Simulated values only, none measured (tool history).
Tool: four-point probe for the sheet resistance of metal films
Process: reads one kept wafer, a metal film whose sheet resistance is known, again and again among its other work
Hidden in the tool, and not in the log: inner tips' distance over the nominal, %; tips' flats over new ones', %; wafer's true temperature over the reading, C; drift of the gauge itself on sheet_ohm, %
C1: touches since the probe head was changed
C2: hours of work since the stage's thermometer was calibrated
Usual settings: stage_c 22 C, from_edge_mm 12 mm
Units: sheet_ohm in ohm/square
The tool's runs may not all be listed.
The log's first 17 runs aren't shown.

run 18 hour=499.1 | stage_c=20 from_edge_mm=12 | C1=13572 C2=26 | sheet_ohm=9.698771
run 19 hour=527.6 | stage_c=20 from_edge_mm=12 | C1=14005 C2=39 | sheet_ohm=9.702477
run 20 hour=561.2 | stage_c=32 from_edge_mm=12 | C1=14515 C2=53 | sheet_ohm=9.576067
run 21 hour=596.4 | stage_c=32 from_edge_mm=12 | C1=15050 C2=69 | sheet_ohm=9.575511
run 22 hour=640.3 | stage_c=22 from_edge_mm=22 | C1=15716 C2=88 | sheet_ohm=9.66789
run 23 hour=662.3 | stage_c=22 from_edge_mm=9 | C1=16051 C2=98 | sheet_ohm=9.691896
run 24 hour=686.5 | stage_c=20 from_edge_mm=38 | C1=16418 C2=108 | sheet_ohm=9.685267
-- hour=717 stage's thermometer calibrated, once more
run 25 hour=718.8 | stage_c=24 from_edge_mm=43 | C1=16901 C2=1 | sheet_ohm=9.675728
run 26 hour=740.2 | stage_c=24 from_edge_mm=43 | C1=17226 C2=10 | sheet_ohm=9.675571
run 27 hour=779.8 | stage_c=33 from_edge_mm=43 | C1=17827 C2=28 | sheet_ohm=9.583984
run 28 hour=805.7 | stage_c=33 from_edge_mm=43 | C1=18220 C2=39 | sheet_ohm=9.584696

The next listed run, before its measurement:
run 29 hour=846.9 | stage_c=33 from_edge_mm=43 | C1=18846 C2=57 | sheet_ohm=?

{"run 29": {"sheet_ohm": 9.582569}}
Without the tool's hidden state the same run would have given sheet_ohm 9.541543 ohm/square.
